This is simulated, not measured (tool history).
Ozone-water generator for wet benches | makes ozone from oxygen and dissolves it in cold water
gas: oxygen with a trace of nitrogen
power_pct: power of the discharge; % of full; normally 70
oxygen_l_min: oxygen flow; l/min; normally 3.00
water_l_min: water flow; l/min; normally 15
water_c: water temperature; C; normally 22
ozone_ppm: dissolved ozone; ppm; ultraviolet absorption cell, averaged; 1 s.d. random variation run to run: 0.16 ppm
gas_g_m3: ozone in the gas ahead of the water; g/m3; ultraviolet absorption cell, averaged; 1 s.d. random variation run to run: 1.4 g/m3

| run | day | power_pct | oxygen_l_min | water_l_min | water_c | ozone_ppm | gas_g_m3 |
|---|---|---|---|---|---|---|---|
| 1 | 0.000 | 70 | 3.00 | 15 | 22 | 19.6 | 236.0 |
| 2 | 4.362 | 70 | 3.00 | 15 | 22 | 20.0 | 237.5 |
| 3 | 9.779 | 70 | 3.00 | 15 | 22 | 19.3 | 236.2 |
| 4 | 17.667 | 70 | 3.00 | 15 | 22 | 19.4 | 236.2 |
| 5 | 23.542 | 70 | 3.00 | 15 | 22 | 19.5 | 233.8 |
|  | 24.167 | contactor cleaned |
| 6 | 30.508 | 70 | 3.00 | 15 | 22 | 19.6 | 233.2 |
| 7 | 37.421 | 70 | 3.38 | 15 | 22 | 19.5 | 223.9 |
| 8 | 41.958 | 70 | 3.38 | 15 | 22 | 19.3 | 222.1 |
| 9 | 45.562 | 84 | 3.59 | 9 | 22 | 31.2 | 233.8 |
|  | 50.408 | water thermometer calibrated |
| 10 | 51.571 | 46 | 2.17 | 17 | 23 | 13.0 | 219.9 |
|  | 58.279 | contactor cleaned, once more |
| 11 | 58.912 | 46 | 2.17 | 17 | 23 | 13.3 | 218.9 |
| 12 | 64.771 | 46 | 2.17 | 17 | 23 | 13.2 | 218.7 |
| 13 | 69.504 | 99 | 5.29 | 15 | 22 | 23.3 | 209.9 |
| 14 | 76.117 | 99 | 5.29 | 20 | 16 | 20.3 | 209.1 |

The next listed run, before its measurement:
| 15 | 82.025 | 93 | 3.00 | 14 | 22 | ? | ? |

ozone_ppm: 24.1 ppm
gas_g_m3: 271.6 g/m3
Were there no unlogged condition in the tool, this run, its random variation unchanged, would have produced ozone_ppm 26.5 ppm, gas_g_m3 298.1 g/m3.

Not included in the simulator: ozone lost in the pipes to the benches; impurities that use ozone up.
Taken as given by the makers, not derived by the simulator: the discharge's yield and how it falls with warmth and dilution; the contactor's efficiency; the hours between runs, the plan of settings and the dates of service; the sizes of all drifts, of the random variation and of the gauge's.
